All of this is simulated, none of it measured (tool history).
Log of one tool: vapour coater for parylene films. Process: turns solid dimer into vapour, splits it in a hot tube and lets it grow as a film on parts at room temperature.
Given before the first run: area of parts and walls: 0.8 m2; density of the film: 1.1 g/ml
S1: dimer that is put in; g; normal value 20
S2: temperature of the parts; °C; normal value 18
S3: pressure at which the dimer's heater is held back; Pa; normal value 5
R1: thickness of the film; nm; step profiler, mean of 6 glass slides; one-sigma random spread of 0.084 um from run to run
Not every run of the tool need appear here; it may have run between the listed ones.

run,day,S1,S2,S3,R1
1,0,20,18,5,13210
2,0.612,20,14,5,15250
3,1.038,20,18,5,13220
4,1.454,20,18,5,13280
5,2.262,20,18,5,13010
6,2.712,20,18,5,13100
7,3.079,20,18,5,13050
8,3.425,20,18,5,12930
9,3.979,20,22,5,11210
10,4.708,20,11,5,16750
11,5.204,20,11,5,16750
12,5.975,20,11,5,16650
13,6.321,20,18,5,12900
14,6.662,20,18,5,12960
15,7.208,20,18,5,12830
16,7.729,13,18,5,8340
17,8.308,20,18,5,12870
18,8.7,20,18,5,12720
19,9.333,20,18,3.18,14010
20,9.912,20,19,10.94,10660
21,10.725,28,23,6.78,13940
22,11.3,28,23,6.78,14000
23,11.654,29,17,5.45,18500
24,12.283,10,15,6.53,6630
25,12.925,19,22,7.29,9480
26,13.554,11,18,3.19,7550
27,14.183,11,18,3.19,7470
28,14.612,11,18,3.19,7410
29,15.158,13,18,3.56,8590
30,15.888,12,18,3.27,7960
31,16.621,12,18,3.27,7930
32,17.071,26,19,10.59,13260
33,17.554,26,19,10.59,13260
34,18.062,16,19,10.59,8120
35,18.812,11,18,5.25,6670
36,19.404,11,18,10.3,5780
37,19.762,20,21,7.21,10180

Not shown: 2 entries that the log had between the listed runs. Between which runs, and how does the tool's hidden state differ before and after?
Run 20 -> run 21: table's thermometer calibrated (day 9.996)
  vapour lost through the trap's worn valve, %: 3.8 -> 4.1; true temperature of the parts over the reading, C: -0.31 -> -0.44
  measured result minus the result with no hidden state, R1: -300 -> -360 nm
Run 21 -> run 22: table's thermometer calibrated, once more (day 11.229)
  vapour lost through the trap's worn valve, %: 4.1 -> 4.3; true temperature of the parts over the reading, C: -0.44 -> -0.1
  measured result minus the result with no hidden state, R1: -360 -> -570 nm

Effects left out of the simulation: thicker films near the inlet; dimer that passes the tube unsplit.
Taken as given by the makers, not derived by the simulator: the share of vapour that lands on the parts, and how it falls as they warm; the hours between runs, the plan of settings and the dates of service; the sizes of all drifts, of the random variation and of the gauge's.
